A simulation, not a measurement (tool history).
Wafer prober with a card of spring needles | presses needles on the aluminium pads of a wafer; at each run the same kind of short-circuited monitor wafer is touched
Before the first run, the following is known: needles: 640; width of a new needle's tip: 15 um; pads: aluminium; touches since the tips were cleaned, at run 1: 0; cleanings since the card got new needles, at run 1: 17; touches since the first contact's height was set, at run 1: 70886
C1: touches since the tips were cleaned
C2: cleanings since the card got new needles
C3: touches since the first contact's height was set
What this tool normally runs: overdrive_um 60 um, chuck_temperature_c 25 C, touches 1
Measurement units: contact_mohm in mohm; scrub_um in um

Run 1, hour 0.0: usual settings; C1 0; C2 17; C3 70886. Result: contact_mohm 135 mohm, scrub_um 14.90 um.
At hour 1.6: height of the first contact set anew.
At hour 7.0: tips cleaned on abrasive film.
At hour 13.6: tips cleaned on abrasive film.
At hour 20.3: tips cleaned on abrasive film.
Run 2, hour 21.7: usual settings but chuck_temperature_c 68 C; C1 970; C2 20; C3 13169. Result: contact_mohm 147 mohm, scrub_um 14.79 um.
At hour 25.8: tips cleaned on abrasive film.
At hour 32.4: tips cleaned on abrasive film.
At hour 39.1: tips cleaned on abrasive film.
Run 3, hour 41.6: usual settings but chuck_temperature_c 68 C; C1 1711; C2 23; C3 26222. Result: contact_mohm 154 mohm, scrub_um 14.73 um.
At hour 45.7: tips cleaned on abrasive film.
At hour 52.3: tips cleaned on abrasive film.
Run 4, hour 57.5: usual settings; C1 3431; C2 25; C3 36627. Result: contact_mohm 158 mohm, scrub_um 14.72 um.
At hour 58.9: tips cleaned on abrasive film.
At hour 64.3: tips cleaned on abrasive film.
At hour 70.8: tips cleaned on abrasive film.
At hour 77.5: tips cleaned on abrasive film.
Run 5, hour 82.2: usual settings; C1 3120; C2 29; C3 52790. Result: contact_mohm 159 mohm, scrub_um 14.66 um.
At hour 83.6: tips cleaned on abrasive film.
At hour 90.3: tips cleaned on abrasive film.
Run 6, hour 94.8: usual settings but overdrive_um 43 um; C1 3012; C2 31; C3 61042. Result: contact_mohm 183 mohm, scrub_um 10.35 um.
At hour 96.2: tips cleaned on abrasive film.
At hour 97.8: height of the first contact set anew, once more.
At hour 103.2: tips cleaned on abrasive film.
At hour 109.8: tips cleaned on abrasive film.
Run 7, hour 113.2: usual settings but overdrive_um 51 um, chuck_temperature_c 89 C; C1 2259; C2 34; C3 10118. Result: contact_mohm 164 mohm, scrub_um 12.81 um.
At hour 116.0: tips cleaned on abrasive film.
At hour 122.6: tips cleaned on abrasive film.
At hour 129.2: tips cleaned on abrasive film.
At hour 134.6: tips cleaned on abrasive film.
Run 8, hour 139.4: usual settings but overdrive_um 51 um, chuck_temperature_c 89 C; C1 3177; C2 38; C3 27214. Result: contact_mohm 174 mohm, scrub_um 12.74 um.
At hour 140.8: tips cleaned on abrasive film.
At hour 147.4: tips cleaned on abrasive film.
At hour 154.0: tips cleaned on abrasive film.
At hour 160.7: tips cleaned on abrasive film.
Run 9, hour 162.4: usual settings but overdrive_um 46 um, chuck_temperature_c 32 C; C1 1155; C2 42; C3 42272. Result: contact_mohm 155 mohm, scrub_um 11.45 um.
At hour 166.4: tips cleaned on abrasive film.
At hour 173.1: tips cleaned on abrasive film.
Run 10, hour 175.7: usual settings but overdrive_um 65 um; C1 1706; C2 44; C3 50963. Result: contact_mohm 147 mohm, scrub_um 16.23 um.
At hour 179.6: tips cleaned on abrasive film.
At hour 186.3: tips cleaned on abrasive film.
At hour 191.6: tips cleaned on abrasive film.
At hour 198.3: tips cleaned on abrasive film.
Run 11, hour 202.0: usual settings but overdrive_um 47 um, chuck_temperature_c 44 C; C1 2434; C2 48; C3 68190. Result: contact_mohm 166 mohm, scrub_um 11.62 um.

Consider 5 possible next runs. They are alternatives, not a sequence: every one starts from the tool as it was left by run 11. What does each give?
At hour 204.7: tips cleaned on abrasive film.
At hour 207.6: height of the first contact set anew.
At hour 211.6: tips cleaned on abrasive film.
At hour 217.0: tips cleaned on abrasive film.
Run A, hour 218.4: usual settings but overdrive_um 47 um, chuck_temperature_c 117 C, touches 2; C1 961; C2 51; C3 7039. Result: contact_mohm ?, scrub_um ?.
At hour 204.7: tips cleaned on abrasive film.
At hour 207.6: height of the first contact set anew.
At hour 211.6: tips cleaned on abrasive film.
At hour 217.0: tips cleaned on abrasive film.
Run B, hour 218.4: usual settings but overdrive_um 45 um, chuck_temperature_c 27 C, touches 3; C1 961; C2 51; C3 7039. Result: contact_mohm ?, scrub_um ?.
At hour 204.7: tips cleaned on abrasive film.
At hour 207.6: height of the first contact set anew.
At hour 211.6: tips cleaned on abrasive film.
At hour 217.0: tips cleaned on abrasive film.
Run C, hour 218.4: usual settings but overdrive_um 47 um, chuck_temperature_c 32 C; C1 961; C2 51; C3 7039. Result: contact_mohm ?, scrub_um ?.
At hour 204.7: tips cleaned on abrasive film.
At hour 207.6: height of the first contact set anew.
At hour 211.6: tips cleaned on abrasive film.
At hour 217.0: tips cleaned on abrasive film.
Run D, hour 218.4: usual settings but overdrive_um 65 um, chuck_temperature_c 53 C; C1 961; C2 51; C3 7039. Result: contact_mohm ?, scrub_um ?.
At hour 204.7: tips cleaned on abrasive film.
At hour 207.6: height of the first contact set anew.
At hour 211.6: tips cleaned on abrasive film.
At hour 217.0: tips cleaned on abrasive film.
Run E, hour 218.4: usual settings but overdrive_um 48 um, chuck_temperature_c 44 C; C1 961; C2 51; C3 7039. Result: contact_mohm ?, scrub_um ?.

run  contact_mohm  scrub_um
  A           159     11.78
  B           140     11.29
  C           159     11.80
  D           146     16.31
  E           157     12.05
Take away the tool's hidden state, keep each run's random variation, and the runs would have read:
run  contact_mohm  scrub_um
  A           147     11.80
  B           132     11.31
  C           137     11.83
  D           133     16.34
  E           136     12.07
